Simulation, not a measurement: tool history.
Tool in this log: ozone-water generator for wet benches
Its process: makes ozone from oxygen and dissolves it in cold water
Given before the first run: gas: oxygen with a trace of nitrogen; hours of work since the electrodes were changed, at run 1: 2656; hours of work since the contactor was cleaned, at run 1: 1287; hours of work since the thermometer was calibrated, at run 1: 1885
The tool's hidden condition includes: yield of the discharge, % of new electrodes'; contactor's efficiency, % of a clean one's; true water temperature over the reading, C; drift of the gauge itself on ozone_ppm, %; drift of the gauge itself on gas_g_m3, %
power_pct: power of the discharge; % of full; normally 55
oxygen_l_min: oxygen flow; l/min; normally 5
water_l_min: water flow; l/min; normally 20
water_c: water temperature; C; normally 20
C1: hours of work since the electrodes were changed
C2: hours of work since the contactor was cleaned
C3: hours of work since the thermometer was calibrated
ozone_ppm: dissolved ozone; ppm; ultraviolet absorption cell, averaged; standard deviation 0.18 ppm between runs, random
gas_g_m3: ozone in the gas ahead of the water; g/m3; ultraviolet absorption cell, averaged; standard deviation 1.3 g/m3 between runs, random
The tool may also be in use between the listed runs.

{"run": 1, "hour": 0.0, "power_pct": 55, "oxygen_l_min": 5, "water_l_min": 20, "water_c": 20, "C1": 2656, "C2": 1287, "C3": 1885, "ozone_ppm": 24.2, "gas_g_m3": 229.2}
{"run": 2, "hour": 106.4, "power_pct": 55, "oxygen_l_min": 5, "water_l_min": 20, "water_c": 20, "C1": 2745, "C2": 1376, "C3": 1974, "ozone_ppm": 24.3, "gas_g_m3": 231.8}
{"run": 3, "hour": 221.6, "power_pct": 55, "oxygen_l_min": 5, "water_l_min": 20, "water_c": 20, "C1": 2842, "C2": 1472, "C3": 2071, "ozone_ppm": 24.4, "gas_g_m3": 231.6}
{"run": 4, "hour": 319.4, "power_pct": 55, "oxygen_l_min": 5, "water_l_min": 20, "water_c": 20, "C1": 2923, "C2": 1554, "C3": 2153, "ozone_ppm": 24.2, "gas_g_m3": 231}
{"run": 5, "hour": 433.1, "power_pct": 55, "oxygen_l_min": 5, "water_l_min": 20, "water_c": 20, "C1": 3018, "C2": 1649, "C3": 2248, "ozone_ppm": 24.1, "gas_g_m3": 230.9}
{"run": 6, "hour": 525.0, "power_pct": 55, "oxygen_l_min": 5, "water_l_min": 20, "water_c": 20, "C1": 3095, "C2": 1726, "C3": 2325, "ozone_ppm": 24.3, "gas_g_m3": 228.7}
{"run": 7, "hour": 635.5, "power_pct": 55, "oxygen_l_min": 5, "water_l_min": 20, "water_c": 20, "C1": 3188, "C2": 1818, "C3": 2417, "ozone_ppm": 24.1, "gas_g_m3": 229.1}
{"run": 8, "hour": 729.9, "power_pct": 55, "oxygen_l_min": 5, "water_l_min": 20, "water_c": 20, "C1": 3267, "C2": 1897, "C3": 2496, "ozone_ppm": 24.4, "gas_g_m3": 230.2}
{"run": 9, "hour": 828.6, "power_pct": 55, "oxygen_l_min": 5, "water_l_min": 20, "water_c": 20, "C1": 3349, "C2": 1980, "C3": 2579, "ozone_ppm": 23.9, "gas_g_m3": 230.7}
{"run": 10, "hour": 953.6, "power_pct": 55, "oxygen_l_min": 5, "water_l_min": 20, "water_c": 20, "C1": 3454, "C2": 2084, "C3": 2683, "ozone_ppm": 24.3, "gas_g_m3": 230.8}
{"run": 11, "hour": 1014.1, "power_pct": 55, "oxygen_l_min": 5, "water_l_min": 20, "water_c": 20, "C1": 3505, "C2": 2135, "C3": 2734, "ozone_ppm": 24.1, "gas_g_m3": 228.7}
{"run": 12, "hour": 1090.9, "power_pct": 55, "oxygen_l_min": 5, "water_l_min": 20, "water_c": 20, "C1": 3569, "C2": 2199, "C3": 2798, "ozone_ppm": 24.2, "gas_g_m3": 231.4}
{"run": 13, "hour": 1193.1, "power_pct": 55, "oxygen_l_min": 5, "water_l_min": 20, "water_c": 20, "C1": 3654, "C2": 2285, "C3": 2884, "ozone_ppm": 24.1, "gas_g_m3": 228.9}
{"run": 14, "hour": 1262.4, "power_pct": 55, "oxygen_l_min": 5, "water_l_min": 29, "water_c": 20, "C1": 3712, "C2": 2343, "C3": 2941, "ozone_ppm": 17.8, "gas_g_m3": 229.5}
{"run": 15, "hour": 1360.7, "power_pct": 55, "oxygen_l_min": 5, "water_l_min": 20, "water_c": 20, "C1": 3795, "C2": 2425, "C3": 3024, "ozone_ppm": 24.3, "gas_g_m3": 229.7}
{"run": 16, "hour": 1451.8, "power_pct": 55, "oxygen_l_min": 5, "water_l_min": 20, "water_c": 20, "C1": 3871, "C2": 2501, "C3": 3100, "ozone_ppm": 24.2, "gas_g_m3": 229.6}
{"run": 17, "hour": 1569.5, "power_pct": 55, "oxygen_l_min": 5, "water_l_min": 20, "water_c": 20, "C1": 3969, "C2": 2600, "C3": 3198, "ozone_ppm": 24.3, "gas_g_m3": 229.4}
{"run": 18, "hour": 1703.0, "power_pct": 87, "oxygen_l_min": 3.81, "water_l_min": 22, "water_c": 22, "C1": 4081, "C2": 2711, "C3": 3310, "ozone_ppm": 28.4, "gas_g_m3": 351.4}
{"run": 19, "hour": 1804.4, "power_pct": 87, "oxygen_l_min": 3.81, "water_l_min": 22, "water_c": 22, "C1": 4166, "C2": 2796, "C3": 3395, "ozone_ppm": 28.4, "gas_g_m3": 348.8}
{"run": 20, "hour": 1862.6, "power_pct": 87, "oxygen_l_min": 3.81, "water_l_min": 22, "water_c": 22, "C1": 4214, "C2": 2845, "C3": 3444, "ozone_ppm": 28, "gas_g_m3": 350.3}
{"run": 21, "hour": 1988.3, "power_pct": 56, "oxygen_l_min": 5, "water_l_min": 17, "water_c": 27, "C1": 4320, "C2": 2950, "C3": 3549, "ozone_ppm": 24.8, "gas_g_m3": 234.2}
{"run": 22, "hour": 2073.6, "power_pct": 84, "oxygen_l_min": 7.72, "water_l_min": 23, "water_c": 24, "C1": 4391, "C2": 3021, "C3": 3620, "ozone_ppm": 25.8, "gas_g_m3": 231.4}
{"run": 23, "hour": 2176.7, "power_pct": 84, "oxygen_l_min": 7.72, "water_l_min": 31, "water_c": 24, "C1": 4477, "C2": 3108, "C3": 3706, "ozone_ppm": 20.7, "gas_g_m3": 231.2}
{"run": 24, "hour": 2265.3, "power_pct": 52, "oxygen_l_min": 8.65, "water_l_min": 15, "water_c": 15, "C1": 4551, "C2": 3182, "C3": 3781, "ozone_ppm": 29.2, "gas_g_m3": 164.6}
{"run": 25, "hour": 2333.9, "power_pct": 81, "oxygen_l_min": 2.59, "water_l_min": 30, "water_c": 20, "C1": 4609, "C2": 3239, "C3": 3838, "ozone_ppm": 19.3, "gas_g_m3": 412.9}
{"run": 26, "hour": 2426.8, "power_pct": 51, "oxygen_l_min": 2.61, "water_l_min": 26, "water_c": 20, "C1": 4686, "C2": 3317, "C3": 3916, "ozone_ppm": 17.4, "gas_g_m3": 310.6}
{"run": 27, "hour": 2519.2, "power_pct": 50, "oxygen_l_min": 5.53, "water_l_min": 27, "water_c": 27, "C1": 4764, "C2": 3394, "C3": 3993, "ozone_ppm": 16.4, "gas_g_m3": 206.3}
{"run": 28, "hour": 2640.4, "power_pct": 47, "oxygen_l_min": 5.53, "water_l_min": 27, "water_c": 16, "C1": 4865, "C2": 3496, "C3": 4094, "ozone_ppm": 18.3, "gas_g_m3": 198.9}
{"run": 29, "hour": 2716.3, "power_pct": 64, "oxygen_l_min": 5, "water_l_min": 20, "water_c": 13, "C1": 4929, "C2": 3559, "C3": 4158, "ozone_ppm": 29.1, "gas_g_m3": 251.2}
{"run": 30, "hour": 2777.3, "power_pct": 55, "oxygen_l_min": 4.21, "water_l_min": 20, "water_c": 12, "C1": 4980, "C2": 3610, "C3": 4209, "ozone_ppm": 27, "gas_g_m3": 254}
{"run": 31, "hour": 2895.1, "power_pct": 55, "oxygen_l_min": 4.53, "water_l_min": 16, "water_c": 20, "C1": 5078, "C2": 3709, "C3": 4307, "ozone_ppm": 28.4, "gas_g_m3": 240.6}
{"run": 32, "hour": 3020.4, "power_pct": 74, "oxygen_l_min": 2.74, "water_l_min": 32, "water_c": 20, "C1": 5183, "C2": 3813, "C3": 4412, "ozone_ppm": 17.7, "gas_g_m3": 378.1}

Predict each of these 5 candidate next runs independently; none follows another, all start after run 32:
{"run": "A", "hour": 3139.9, "power_pct": 74, "oxygen_l_min": 2.74, "water_l_min": 12, "water_c": 19, "C1": 5283, "C2": 3913, "C3": 4512, "ozone_ppm": "?", "gas_g_m3": "?"}
{"run": "B", "hour": 3139.9, "power_pct": 55, "oxygen_l_min": 5, "water_l_min": 31, "water_c": 20, "C1": 5283, "C2": 3913, "C3": 4512, "ozone_ppm": "?", "gas_g_m3": "?"}
{"run": "C", "hour": 3139.9, "power_pct": 69, "oxygen_l_min": 7.01, "water_l_min": 32, "water_c": 16, "C1": 5283, "C2": 3913, "C3": 4512, "ozone_ppm": "?", "gas_g_m3": "?"}
{"run": "D", "hour": 3139.9, "power_pct": 74, "oxygen_l_min": 2.74, "water_l_min": 32, "water_c": 14, "C1": 5283, "C2": 3913, "C3": 4512, "ozone_ppm": "?", "gas_g_m3": "?"}
{"run": "E", "hour": 3139.9, "power_pct": 51, "oxygen_l_min": 5, "water_l_min": 20, "water_c": 20, "C1": 5283, "C2": 3913, "C3": 4512, "ozone_ppm": "?", "gas_g_m3": "?"}

run=A ozone_ppm=42.9 gas_g_m3=381.8
run=B ozone_ppm=16.8 gas_g_m3=231.6
run=C ozone_ppm=20.3 gas_g_m3=218.7
run=D ozone_ppm=18.3 gas_g_m3=380.8
run=E ozone_ppm=23 gas_g_m3=219.5
The same runs, with their run-to-run variation unchanged, on a tool lacking any hidden condition would have given:
run=A ozone_ppm=43 gas_g_m3=382.2
run=B ozone_ppm=16.8 gas_g_m3=231.8
run=C ozone_ppm=20.3 gas_g_m3=218.9
run=D ozone_ppm=18.3 gas_g_m3=381.2
run=E ozone_ppm=23.1 gas_g_m3=219.7

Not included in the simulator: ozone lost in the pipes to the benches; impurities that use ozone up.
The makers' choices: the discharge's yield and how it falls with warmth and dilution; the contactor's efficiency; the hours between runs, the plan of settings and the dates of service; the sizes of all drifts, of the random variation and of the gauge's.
